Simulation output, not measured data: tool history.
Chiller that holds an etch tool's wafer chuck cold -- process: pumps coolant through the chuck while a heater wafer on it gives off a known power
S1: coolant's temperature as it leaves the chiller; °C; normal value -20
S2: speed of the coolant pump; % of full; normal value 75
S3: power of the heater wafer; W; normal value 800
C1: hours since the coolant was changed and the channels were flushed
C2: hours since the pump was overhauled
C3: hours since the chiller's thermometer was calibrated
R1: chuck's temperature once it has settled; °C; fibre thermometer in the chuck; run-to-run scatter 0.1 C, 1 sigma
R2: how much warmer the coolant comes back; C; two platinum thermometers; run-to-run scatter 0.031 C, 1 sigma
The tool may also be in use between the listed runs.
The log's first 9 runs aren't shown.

Run 10, hour 1370.8: usual settings but S2 74 % of full; C1 6457; C2 3781; C3 1789. Result: R1 -13 °C, R2 2.16 C.
Run 11, hour 1549.2: usual settings but S2 74 % of full; C1 6636; C2 3960; C3 1967. Result: R1 -13 °C, R2 2.13 C.
Run 12, hour 1637.7: usual settings but S2 74 % of full; C1 6724; C2 4048; C3 2055. Result: R1 -13 °C, R2 2.16 C.
Run 13, hour 1818.3: usual settings but S2 74 % of full; C1 6905; C2 4229; C3 2236. Result: R1 -13.1 °C, R2 2.1 C.
Run 14, hour 1909.3: usual settings but S1 -21 °C; C1 6996; C2 4320; C3 2327. Result: R1 -14.2 °C, R2 2.1 C.
Run 15, hour 2070.9: usual settings; C1 7157; C2 4481; C3 2489. Result: R1 -13.1 °C, R2 2.1 C.
Run 16, hour 2172.8: usual settings; C1 7259; C2 4583; C3 2590. Result: R1 -13.1 °C, R2 2.13 C.
Run 17, hour 2341.1: usual settings but S1 -11 °C, S2 73 % of full, S3 686 W; C1 7427; C2 4751; C3 2759. Result: R1 -4.9 °C, R2 1.9 C.
Run 18, hour 2422.1: usual settings but S2 79 % of full, S3 508 W; C1 7508; C2 4832; C3 2840. Result: R1 -15.8 °C, R2 1.26 C.
Run 19, hour 2555.5: usual settings but S1 -23 °C, S2 79 % of full, S3 508 W; C1 7642; C2 4966; C3 2973. Result: R1 -18.9 °C, R2 1.27 C.
Run 20, hour 2748.3: usual settings but S1 -23 °C, S2 79 % of full, S3 733 W; C1 7835; C2 5159; C3 3166. Result: R1 -17 °C, R2 1.88 C.
Run 21, hour 2831.9: usual settings but S1 -23 °C, S2 95 % of full, S3 733 W; C1 7918; C2 5242; C3 3250. Result: R1 -17.8 °C, R2 1.52 C.
Run 22, hour 2954.9: usual settings but S1 -22 °C, S2 95 % of full, S3 1135 W; C1 8041; C2 5365; C3 3373. Result: R1 -13.8 °C, R2 2.34 C.
Run 23, hour 3045.2: usual settings but S1 -22 °C, S2 95 % of full, S3 1135 W; C1 8132; C2 5456; C3 3463. Result: R1 -13.6 °C, R2 2.34 C.
Run 24, hour 3174.1: usual settings but S1 -22 °C, S2 95 % of full, S3 1135 W; C1 8260; C2 5584; C3 3592. Result: R1 -13.7 °C, R2 2.33 C.
At hour 3189.3: coolant changed, channels flushed.
Run 25, hour 3273.8: usual settings but S1 -22 °C, S2 95 % of full, S3 1135 W; C1 85; C2 5678; C3 3686. Result: R1 -15.2 °C, R2 2.37 C.
Run 26, hour 3429: usual settings but S1 -23 °C, S3 955 W; C1 240; C2 5833; C3 3841. Result: R1 -15.8 °C, R2 2.53 C.
Run 27, hour 3590.4: usual settings but S1 -28 °C; C1 401; C2 5995; C3 4002. Result: R1 -22 °C, R2 2.19 C.
Run 28, hour 3689.6: usual settings but S1 -28 °C; C1 500; C2 6094; C3 4101. Result: R1 -22.3 °C, R2 2.14 C.
At hour 3821.4: chiller's thermometer calibrated.
Run 29, hour 3876.4: usual settings but S1 -18 °C, S3 480 W; C1 686; C2 6280; C3 55. Result: R1 -14.3 °C, R2 1.32 C.
Run 30, hour 4035.7: usual settings but S1 -18 °C, S3 480 W; C1 845; C2 6439; C3 214. Result: R1 -14.2 °C, R2 1.29 C.
Run 31, hour 4221.8: usual settings but S1 -18 °C, S3 480 W; C1 1032; C2 6625; C3 400. Result: R1 -14.3 °C, R2 1.26 C.

Below are 3 alternative next runs, each starting from the tool's condition after run 31. Predict each:
Run A, hour 4394.7: usual settings but S1 -18 °C, S2 97 % of full, S3 607 W; C1 1204; C2 6798; C3 573. Result: R1 ?, R2 ?.
Run B, hour 4394.7: usual settings but S1 -17 °C, S2 87 % of full, S3 465 W; C1 1204; C2 6798; C3 573. Result: R1 ?, R2 ?.
Run C, hour 4394.7: usual settings but S2 88 % of full; C1 1204; C2 6798; C3 573. Result: R1 ?, R2 ?.

run     R1    R2
  A  -14.2  1.28
  B  -13.8  1.11
  C  -14.5  1.89
Had the tool no hidden state, the same runs would have come out as:
run     R1    R2
  A  -14.4  1.19
  B    -14  1.04
  C  -14.9  1.76

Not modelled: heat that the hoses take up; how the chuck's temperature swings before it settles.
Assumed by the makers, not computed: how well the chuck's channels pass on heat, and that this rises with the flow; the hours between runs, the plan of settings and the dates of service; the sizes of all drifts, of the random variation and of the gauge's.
